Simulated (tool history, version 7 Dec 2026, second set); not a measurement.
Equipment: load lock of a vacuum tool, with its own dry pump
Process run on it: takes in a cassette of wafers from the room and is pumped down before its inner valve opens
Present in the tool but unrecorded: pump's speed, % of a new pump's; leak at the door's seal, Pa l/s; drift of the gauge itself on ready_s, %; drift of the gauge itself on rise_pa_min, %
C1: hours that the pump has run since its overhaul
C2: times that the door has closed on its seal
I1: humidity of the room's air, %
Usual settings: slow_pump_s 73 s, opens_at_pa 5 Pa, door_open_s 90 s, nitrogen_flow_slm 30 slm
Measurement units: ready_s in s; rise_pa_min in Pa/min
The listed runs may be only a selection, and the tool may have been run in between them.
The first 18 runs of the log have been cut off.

run 19 day=122.521 | slow_pump_s=135 opens_at_pa=8 door_open_s=41 nitrogen_flow_slm=4 | C1=10166 C2=19734 | I1=45.2 | ready_s=173.3 rise_pa_min=0.077
run 20 day=129.221 | slow_pump_s=39 opens_at_pa=7 door_open_s=41 nitrogen_flow_slm=16 | C1=10327 C2=19942 | I1=44.6 | ready_s=100.6 rise_pa_min=0.066
run 21 day=133.917 | slow_pump_s=73 opens_at_pa=5 door_open_s=180 nitrogen_flow_slm=16 | C1=10440 C2=20089 | I1=46.4 | ready_s=128.2 rise_pa_min=0.072
run 22 day=139.425 | slow_pump_s=73 opens_at_pa=5 door_open_s=180 nitrogen_flow_slm=16 | C1=10572 C2=20261 | I1=40.9 | ready_s=129.8 rise_pa_min=0.07
run 23 day=146.496 | slow_pump_s=73 opens_at_pa=5 door_open_s=180 nitrogen_flow_slm=16 | C1=10742 C2=20481 | I1=44.9 | ready_s=129.7 rise_pa_min=0.078
run 24 day=151.754 | slow_pump_s=131 opens_at_pa=5 door_open_s=42 nitrogen_flow_slm=30 | C1=10868 C2=20645 | I1=47.1 | ready_s=173.3 rise_pa_min=0.061
run 25 day=159.525 | slow_pump_s=41 opens_at_pa=5 door_open_s=45 nitrogen_flow_slm=9 | C1=11054 C2=20887 | I1=49.8 | ready_s=104.4 rise_pa_min=0.074
run 26 day=163.333 | slow_pump_s=41 opens_at_pa=5 door_open_s=45 nitrogen_flow_slm=9 | C1=11146 C2=21006 | I1=38.9 | ready_s=103.5 rise_pa_min=0.069
run 27 day=168.896 | slow_pump_s=41 opens_at_pa=5 door_open_s=236 nitrogen_flow_slm=7 | C1=11279 C2=21179 | I1=44.1 | ready_s=105 rise_pa_min=0.093
run 28 day=178.008 | slow_pump_s=41 opens_at_pa=5 door_open_s=236 nitrogen_flow_slm=7 | C1=11498 C2=21464 | I1=44.7 | ready_s=106 rise_pa_min=0.093
run 29 day=185.042 | slow_pump_s=41 opens_at_pa=5 door_open_s=236 nitrogen_flow_slm=7 | C1=11667 C2=21683 | I1=41.6 | ready_s=106.3 rise_pa_min=0.093
run 30 day=189.1 | slow_pump_s=68 opens_at_pa=7 door_open_s=190 nitrogen_flow_slm=20 | C1=11764 C2=21809 | I1=44.1 | ready_s=123.3 rise_pa_min=0.08

What if the next run were any one of these 4? Each begins from the tool's condition after run 30:
run A day=193.65 | slow_pump_s=73 opens_at_pa=9 door_open_s=90 nitrogen_flow_slm=30 | C1=11873 C2=21951 | I1=45.8 | ready_s=? rise_pa_min=?
run B day=193.65 | slow_pump_s=68 opens_at_pa=7 door_open_s=190 nitrogen_flow_slm=15 | C1=11873 C2=21951 | I1=45.8 | ready_s=? rise_pa_min=?
run C day=193.65 | slow_pump_s=73 opens_at_pa=10 door_open_s=90 nitrogen_flow_slm=30 | C1=11873 C2=21951 | I1=46.8 | ready_s=? rise_pa_min=?
run D day=193.65 | slow_pump_s=68 opens_at_pa=4 door_open_s=111 nitrogen_flow_slm=20 | C1=11873 C2=21951 | I1=45.9 | ready_s=? rise_pa_min=?

run=A ready_s=124.2 rise_pa_min=0.073
run=B ready_s=124.1 rise_pa_min=0.081
run=C ready_s=123.6 rise_pa_min=0.074
run=D ready_s=128.1 rise_pa_min=0.074
With no hidden state in the tool, these same runs would have given:
run=A ready_s=116.8 rise_pa_min=0.014
run=B ready_s=116.2 rise_pa_min=0.022
run=C ready_s=116.4 rise_pa_min=0.014
run=D ready_s=119.5 rise_pa_min=0.014
